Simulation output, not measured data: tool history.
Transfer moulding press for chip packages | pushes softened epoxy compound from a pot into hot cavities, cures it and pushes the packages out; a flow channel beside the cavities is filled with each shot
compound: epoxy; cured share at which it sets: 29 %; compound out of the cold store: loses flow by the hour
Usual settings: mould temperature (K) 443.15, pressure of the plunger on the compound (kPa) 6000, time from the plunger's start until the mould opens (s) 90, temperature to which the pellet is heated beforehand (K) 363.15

run   hour  mould temperature (K)  pressure of the plunger on the compound (kPa)  time from the plunger's start until the mould opens (s)  temperature to which the pellet is heated beforehand (K)  incoming compound's hours out of the cold store  length that the compound runs in the flow channel (mm)  greatest force on the pins that push the packages out (N)
  1      0                 443.15                                           6000                                                       90                                                    363.15                                             29.6                                                     771                                                        513
  2   15.5                 436.15                                           6000                                                       90                                                    363.15                                             29.9                                                     781                                                        828
  3   37.8                 436.15                                           6000                                                       90                                                    363.15                                             34.1                                                     757                                                        817
  4   63.5                 438.15                                           6000                                                       90                                                    363.15                                             24.5                                                     792                                                        821
  5   79.1                 438.15                                           6000                                                       90                                                    363.15                                             18.8                                                     889                                                        819
  6  104.3                 443.15                                           6000                                                       90                                                    370.15                                             32.8                                                     802                                                        548
  7  120.3                 443.15                                           6000                                                       90                                                    370.15                                             33.8                                                     791                                                        531
  8  147.6                 443.15                                           6000                                                       90                                                    370.15                                             12.5                                                     890                                                        374
  9  171.7                 443.15                                           6000                                                       90                                                    370.15                                             23.2                                                     833                                                        468
 10  185.9                 443.15                                           6000                                                       90                                                    370.15                                             20.8                                                     849                                                        527
 11  204.6                 443.15                                           6000                                                       90                                                    370.15                                             44.4                                                     734                                                        508
 12  233.1                 443.15                                           6000                                                       90                                                    370.15                                               22                                                     831                                                        471
 13  257.9                 443.15                                           6780                                                       90                                                    363.15                                             47.9                                                     758                                                        495
 14    278                 443.15                                           6780                                                       90                                                    357.15                                             27.4                                                     860                                                        527
 15  301.6                 447.15                                           6000                                                      123                                                    363.15                                             17.7                                                     834                                                        408
 16    318                 440.15                                           6000                                                       96                                                    363.15                                             13.8                                                     866                                                        452
 17  341.6                 440.15                                           6000                                                       96                                                    363.15                                             27.8                                                     803                                                        518
 18  356.3                 450.15                                           4570                                                       96                                                    363.15                                             20.4                                                     700                                                        388
 19  368.3                 443.15                                           6000                                                       98                                                    359.15                                             35.2                                                     752                                                        468
 20  386.1                 437.15                                           6000                                                       92                                                    359.15                                             34.8                                                     772                                                        773
 21  405.9                 437.15                                           6000                                                       92                                                    359.15                                             35.5                                                     758                                                        521
 22  417.9                 443.15                                           4600                                                      107                                                    365.15                                             46.9                                                     611                                                        353
 23  434.7                 443.15                                           7440                                                       90                                                    361.15                                             38.4                                                     806                                                        475
 24  458.2                 443.15                                           5310                                                       90                                                    354.15                                             19.7                                                     752                                                        549
 25  476.5                 443.15                                           5310                                                       90                                                    354.15                                             35.4                                                     693                                                        536
 26  497.5                 443.15                                           5310                                                       90                                                    354.15                                             15.5                                                     770                                                        396
 27  514.9                 443.15                                           5310                                                       90                                                    354.15                                             33.5                                                     752                                                        430

Not shown: 9 entries that the log had between the listed runs. Between which runs, and how does the tool's hidden state differ before and after?
Between runs 3 and 4: cavities cleaned with cleaning compound and waxed (hour 48.1)
  true mould temperature over the reading, C: 1 -> 1.04; pressure that reaches the compound, % of what is set: 86.1 -> 85.23; grip of the stained cavities, % over clean ones': 57.8 -> 74.2
  measured less the result without the state, length that the compound runs in the flow channel (mm): -62 -> -69; greatest force on the pins that push the packages out (N): +263 -> +313
Between runs 4 and 5: plunger's sealing rings changed (hour 77)
  true mould temperature over the reading, C: 1.04 -> 1.06; pressure that reaches the compound, % of what is set: 85.23 -> 99.63; grip of the stained cavities, % over clean ones': 74.2 -> 69.9
  measured less the result without the state, length that the compound runs in the flow channel (mm): -69 -> -5; greatest force on the pins that push the packages out (N): +313 -> +302
Between runs 7 and 8: cavities cleaned with cleaning compound and waxed (hour 144.2)
  true mould temperature over the reading, C: 1.12 -> 1.17; pressure that reaches the compound, % of what is set: 98.01 -> 97.04; grip of the stained cavities, % over clean ones': 63.6 -> 6.4
  measured less the result without the state, length that the compound runs in the flow channel (mm): -11 -> -17; greatest force on the pins that push the packages out (N): +186 -> -2
Between runs 8 and 9: mould's thermocouples calibrated (hour 152)
  true mould temperature over the reading, C: 1.17 -> -0.05; pressure that reaches the compound, % of what is set: 97.04 -> 96.29; grip of the stained cavities, % over clean ones': 6.4 -> 33.2
  measured less the result without the state, length that the compound runs in the flow channel (mm): -17 -> -16; greatest force on the pins that push the packages out (N): -2 -> +118
Between runs 11 and 12: cavities cleaned with cleaning compound and waxed, once more (hour 213.1)
  true mould temperature over the reading, C: 0.01 -> 0.05; pressure that reaches the compound, % of what is set: 95.05 -> 93.99; grip of the stained cavities, % over clean ones': 51 -> 29.2
  measured less the result without the state, length that the compound runs in the flow channel (mm): -19 -> -26; greatest force on the pins that push the packages out (N): +172 -> +105
Between runs 15 and 16: cavities cleaned with cleaning compound and waxed (hour 307.2)
  true mould temperature over the reading, C: 0.16 -> 0.19; pressure that reaches the compound, % of what is set: 91.48 -> 90.92; grip of the stained cavities, % over clean ones': 56.9 -> 17
  measured less the result without the state, length that the compound runs in the flow channel (mm): -39 -> -43; greatest force on the pins that push the packages out (N): +148 -> +61
Between runs 20 and 21: cavities cleaned with cleaning compound and waxed (hour 401.5)
  true mould temperature over the reading, C: 0.3 -> 0.33; pressure that reaches the compound, % of what is set: 88.42 -> 87.7; grip of the stained cavities, % over clean ones': 55.5 -> 8.4
  measured less the result without the state, length that the compound runs in the flow channel (mm): -50 -> -53; greatest force on the pins that push the packages out (N): +266 -> +30
Between runs 25 and 26: cavities cleaned with cleaning compound and waxed (hour 495.7)
  true mould temperature over the reading, C: 0.44 -> 0.47; pressure that reaches the compound, % of what is set: 84.93 -> 84.14; grip of the stained cavities, % over clean ones': 55.7 -> 5.1
  measured less the result without the state, length that the compound runs in the flow channel (mm): -60 -> -71; greatest force on the pins that push the packages out (N): +184 -> +8
Between runs 26 and 27: plunger's sealing rings changed (hour 509.8)
  true mould temperature over the reading, C: 0.47 -> 0.49; pressure that reaches the compound, % of what is set: 84.14 -> 99.45; grip of the stained cavities, % over clean ones': 5.1 -> 25.5
  measured less the result without the state, length that the compound runs in the flow channel (mm): -71 -> -3; greatest force on the pins that push the packages out (N): +8 -> +79

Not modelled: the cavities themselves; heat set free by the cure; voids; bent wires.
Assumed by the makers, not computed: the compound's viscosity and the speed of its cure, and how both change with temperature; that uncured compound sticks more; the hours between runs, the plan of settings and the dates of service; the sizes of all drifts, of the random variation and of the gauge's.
